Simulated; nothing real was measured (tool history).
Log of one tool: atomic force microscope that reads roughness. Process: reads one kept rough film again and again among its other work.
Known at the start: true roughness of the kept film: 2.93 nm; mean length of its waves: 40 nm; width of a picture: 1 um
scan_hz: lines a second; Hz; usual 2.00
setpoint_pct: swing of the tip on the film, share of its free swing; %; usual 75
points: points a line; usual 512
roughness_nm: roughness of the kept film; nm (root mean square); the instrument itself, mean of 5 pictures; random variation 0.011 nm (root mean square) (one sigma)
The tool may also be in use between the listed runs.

run	hour	scan_hz	setpoint_pct	points	roughness_nm
1	0.0	2.00	75	512	2.272
# hour 15.7: new tip fitted
2	62.3	0.62	75	512	2.363
# hour 76.2: new tip fitted
3	127.9	2.00	75	572	2.225
# hour 139.2: new tip fitted
4	161.0	2.00	75	572	2.419
# hour 201.2: new tip fitted
5	206.4	2.00	75	512	2.559
# hour 263.5: new tip fitted
6	274.5	2.00	75	512	2.528
# hour 325.7: new tip fitted
7	328.3	2.00	75	512	2.565
8	376.6	2.00	75	512	2.265
# hour 385.9: new tip fitted
9	416.7	2.00	75	512	2.376
# hour 447.9: new tip fitted
10	459.6	2.00	75	512	2.512
# hour 512.8: new tip fitted
11	514.0	2.00	75	512	2.583
# hour 573.7: new tip fitted
12	573.7	2.00	75	512	2.579
# hour 634.3: new tip fitted
13	641.5	2.34	75	512	2.520
# hour 698.5: new tip fitted
14	700.9	2.34	75	512	2.534
# hour 762.2: new tip fitted
15	762.2	2.34	75	512	2.562
# hour 823.9: new tip fitted
16	823.9	2.34	75	512	2.545
17	859.1	2.34	75	512	2.312
# hour 885.3: new tip fitted
18	911.2	2.00	56	512	2.488
# hour 948.6: new tip fitted
19	954.7	2.00	56	512	2.630
# hour 1009.1: new tip fitted
20	1009.1	1.74	75	512	2.597
21	1041.1	1.74	75	742	2.382
# hour 1069.1: new tip fitted
22	1096.4	1.74	75	742	2.427
# hour 1130.0: new tip fitted
23	1130.0	3.96	75	742	2.449
24	1173.1	3.96	75	742	2.158
# hour 1193.1: new tip fitted
25	1233.9	3.96	75	742	2.181
# hour 1257.8: new tip fitted
26	1280.4	1.00	62	888	2.513
# hour 1320.8: new tip fitted
27	1339.8	1.21	75	1013	2.525
28	1377.2	0.78	65	670	2.317
# hour 1384.6: new tip fitted
29	1434.2	0.78	65	670	2.314
# hour 1445.4: new tip fitted
30	1501.3	0.78	65	670	2.294
# hour 1505.6: new tip fitted
31	1556.6	0.82	74	888	2.284
# hour 1568.1: new tip fitted
32	1623.2	0.82	74	888	2.276
# hour 1629.1: new tip fitted
33	1673.4	0.82	74	888	2.354
# hour 1689.5: new tip fitted
34	1723.3	1.01	77	888	2.396
# hour 1749.9: new tip fitted
35	1784.7	1.01	77	888	2.386
# hour 1811.4: new tip fitted
36	1824.0	3.98	60	535	2.507
# hour 1871.9: new tip fitted
37	1897.6	3.98	60	535	2.429
# hour 1936.3: new tip fitted
38	1951.7	3.98	60	535	2.491
# hour 1995.8: new tip fitted
39	2003.6	2.00	88	719	2.388
# hour 2059.0: new tip fitted
40	2075.5	2.00	88	719	2.325
# hour 2088.4: height scale calibrated on a step standard
41	2115.6	2.00	88	719	2.099
# hour 2120.3: new tip fitted
# hour 2183.7: new tip fitted
42	2188.4	3.15	69	295	2.543
# hour 2244.4: new tip fitted
43	2244.4	3.15	69	295	2.577
# hour 2308.0: new tip fitted
44	2308.0	2.65	71	373	2.596
45	2337.9	1.68	71	856	2.422
# hour 2374.3: new tip fitted
46	2402.1	1.68	71	856	2.459
# hour 2435.2: new tip fitted
47	2437.0	0.59	75	836	2.715
48	2491.9	2.00	64	631	2.288
# hour 2496.1: new tip fitted
# hour 2560.0: new tip fitted
49	2567.4	1.33	71	766	2.640

Measured less the same run without the tool's hidden state. The same run-to-run variation is in both; the gauge's scatter may not be:
The hidden state here: radius of the tip, nm; height scale over the true one, %; drift of the gauge itself on roughness_nm, %.
run	roughness_nm
1	-0.370
2	-0.354
3	-0.401
4	-0.188
5	-0.073
6	-0.096
7	-0.060
8	-0.368
9	-0.266
10	-0.107
11	-0.039
12	-0.038
13	-0.076
14	-0.061
15	-0.034
16	-0.036
17	-0.279
18	-0.244
19	-0.099
20	-0.047
21	-0.270
22	-0.237
23	-0.040
24	-0.324
25	-0.299
26	-0.243
27	-0.178
28	-0.422
29	-0.428
30	-0.444
31	-0.409
32	-0.433
33	-0.371
34	-0.313
35	-0.287
36	-0.151
37	-0.247
38	-0.171
39	-0.106
40	-0.178
41	-0.392
42	-0.049
43	-0.010
44	-0.011
45	-0.248
46	-0.225
47	-0.023
48	-0.420
49	-0.059
